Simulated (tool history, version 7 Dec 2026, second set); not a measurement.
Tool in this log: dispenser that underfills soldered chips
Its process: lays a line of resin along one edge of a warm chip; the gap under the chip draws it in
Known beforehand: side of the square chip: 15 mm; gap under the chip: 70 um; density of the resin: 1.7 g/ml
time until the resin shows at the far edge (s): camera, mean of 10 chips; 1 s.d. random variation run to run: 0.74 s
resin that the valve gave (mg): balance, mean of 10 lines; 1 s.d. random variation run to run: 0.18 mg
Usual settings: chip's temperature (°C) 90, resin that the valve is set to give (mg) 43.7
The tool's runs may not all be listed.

run   hour  chip's temperature (°C)  resin that the valve is set to give (mg)  time until the resin shows at the far edge (s)  resin that the valve gave (mg)
  1    0.0                       90                                      43.7                                            91.7                           41.16
       8.3  -- new syringe of resin
  2   12.0                      104                                      43.7                                            49.6                           40.61
      20.4  -- dispensing valve cleaned and set on the balance
      24.9  -- new syringe of resin
  3   28.0                       90                                      47.4                                            82.5                           47.39
      40.4  -- new syringe of resin
  4   41.6                       90                                      45.0                                            78.7                           44.00
  5   50.8                       90                                      50.1                                           107.5                           49.05
      56.2  -- new syringe of resin
  6   68.4                       90                                      50.1                                           111.8                           47.95
      71.2  -- new syringe of resin
  7   77.9                       80                                      37.9                                           146.3                           36.39
      86.6  -- new syringe of resin
  8   93.9                       80                                      37.9                                           152.1                           36.03
     101.8  -- new syringe of resin
  9  108.6                      103                                      49.0                                            56.5                           45.81
     116.6  -- new syringe of resin
 10  122.4                       95                                      39.3                                            76.4                           36.33
     128.6  -- dispensing valve cleaned and set on the balance
     132.6  -- new syringe of resin
 11  137.3                       99                                      49.5                                            59.2                           49.65

Below, some changes in time until the resin shows at the far edge (s) between adjacent runs. For each, the amount present without the hidden state too (settings, incoming material, random variation) and the amount remaining for the hidden state with gauge scatter not shared by both compared results:
Hidden state at play: resin's viscosity, % of fresh resin's; dose that the valve gives, % of what is set; true chip temperature over the reading, C; drift of the gauge itself on fill_s, %; drift of the gauge itself on given_mg, %.
Run 8 -> 9: chip's temperature (°C) 80 -> 103, resin that the valve is set to give (mg) 37.9 -> 49.0, new syringe of resin. time until the resin shows at the far edge (s) -95.6: hidden state -29.7, all else -65.9.

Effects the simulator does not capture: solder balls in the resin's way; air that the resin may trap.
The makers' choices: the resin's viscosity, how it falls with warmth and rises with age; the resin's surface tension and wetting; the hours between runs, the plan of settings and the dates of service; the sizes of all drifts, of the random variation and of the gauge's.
